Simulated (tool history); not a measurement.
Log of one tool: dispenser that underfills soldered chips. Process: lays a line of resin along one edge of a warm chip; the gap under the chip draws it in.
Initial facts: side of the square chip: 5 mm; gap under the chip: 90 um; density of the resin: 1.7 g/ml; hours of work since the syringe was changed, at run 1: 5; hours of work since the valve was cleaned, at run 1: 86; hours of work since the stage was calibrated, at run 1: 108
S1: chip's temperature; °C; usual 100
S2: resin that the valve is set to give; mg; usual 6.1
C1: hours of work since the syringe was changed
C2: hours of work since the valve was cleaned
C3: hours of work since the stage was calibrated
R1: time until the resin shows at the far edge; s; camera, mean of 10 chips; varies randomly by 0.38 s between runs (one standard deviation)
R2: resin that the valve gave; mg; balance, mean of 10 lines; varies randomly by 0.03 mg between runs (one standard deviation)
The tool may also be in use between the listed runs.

run	hour	S1	S2	C1	C2	C3	R1	R2
1	0	100	6.1	5	86	108	36.2	5.61
# hour 4.6: new syringe of resin
2	7.1	100	6.1	2	90	112	27.7	5.56
3	13	93	6.1	5	94	116	45.4	5.45
# hour 17.3: new syringe of resin
4	18.6	100	6.1	1	97	119	26.5	5.48
# hour 24.3: dispensing valve cleaned and set on the balance
5	24.3	100	6.1	4	0	123	32.6	6.16
6	29.9	97	6.1	8	4	126	46.6	6.1

Run 7, settings as shown, results not yet in. Your forecast:
# hour 30.7: new syringe of resin
7	38.8	99	6.1	5	9	132	?	?

For run 7 the tool returned R1 37.2 s, R2 6.08 mg.
The same run, on a tool lacking any hidden state, would have yielded R1 23.9 s, R2 6.12 mg.
